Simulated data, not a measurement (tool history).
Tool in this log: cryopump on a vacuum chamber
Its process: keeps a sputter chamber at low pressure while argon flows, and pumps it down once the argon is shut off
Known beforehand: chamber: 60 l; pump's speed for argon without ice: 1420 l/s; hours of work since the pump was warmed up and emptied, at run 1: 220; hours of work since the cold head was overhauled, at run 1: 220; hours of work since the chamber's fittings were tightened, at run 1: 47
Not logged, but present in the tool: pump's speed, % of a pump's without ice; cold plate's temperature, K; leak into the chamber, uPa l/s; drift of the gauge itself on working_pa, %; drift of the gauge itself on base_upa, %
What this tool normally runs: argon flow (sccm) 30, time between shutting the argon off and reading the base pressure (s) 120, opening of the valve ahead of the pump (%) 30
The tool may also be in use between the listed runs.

run	hour	argon flow (sccm)	time between shutting the argon off and reading the base pressure (s)	opening of the valve ahead of the pump (%)	hours of work since the pump was warmed up and emptied	hours of work since the cold head was overhauled	hours of work since the chamber's fittings were tightened	pressure while argon flows (Pa)	pressure after the wait (uPa)
1	0	30	120	30	220	220	47	0.1294	0.76
2	26.1	30	120	30	235	235	62	0.1305	0.79
3	43.4	31	120	30	245	245	71	0.1371	0.81
4	56.7	31	120	19	252	252	79	0.2073	0.79
5	87.3	31	120	15	270	270	96	0.2595	0.82
6	116.7	30	21	30	286	286	113	0.1336	2.82
7	145.4	30	21	30	302	302	129	0.1348	2.85
8	177.6	30	120	16	320	320	147	0.2418	0.94
# hour 198.6: pump warmed up, emptied and cooled again
9	210.1	45	29	24	6	336	163	0.2249	2.05
10	224.7	30	120	31	15	344	171	0.1152	0.71

The next listed run, before its measurement:
11	256.4	14	38	15	33	362	189	?	?

For run 11 the tool returned pressure while argon flows (Pa) 0.1121, pressure after the wait (uPa) 1.65.
Take away the tool's hidden state, keep the run-to-run variation as it was, and the same run would have given pressure while argon flows (Pa) 0.1113, pressure after the wait (uPa) 1.56.

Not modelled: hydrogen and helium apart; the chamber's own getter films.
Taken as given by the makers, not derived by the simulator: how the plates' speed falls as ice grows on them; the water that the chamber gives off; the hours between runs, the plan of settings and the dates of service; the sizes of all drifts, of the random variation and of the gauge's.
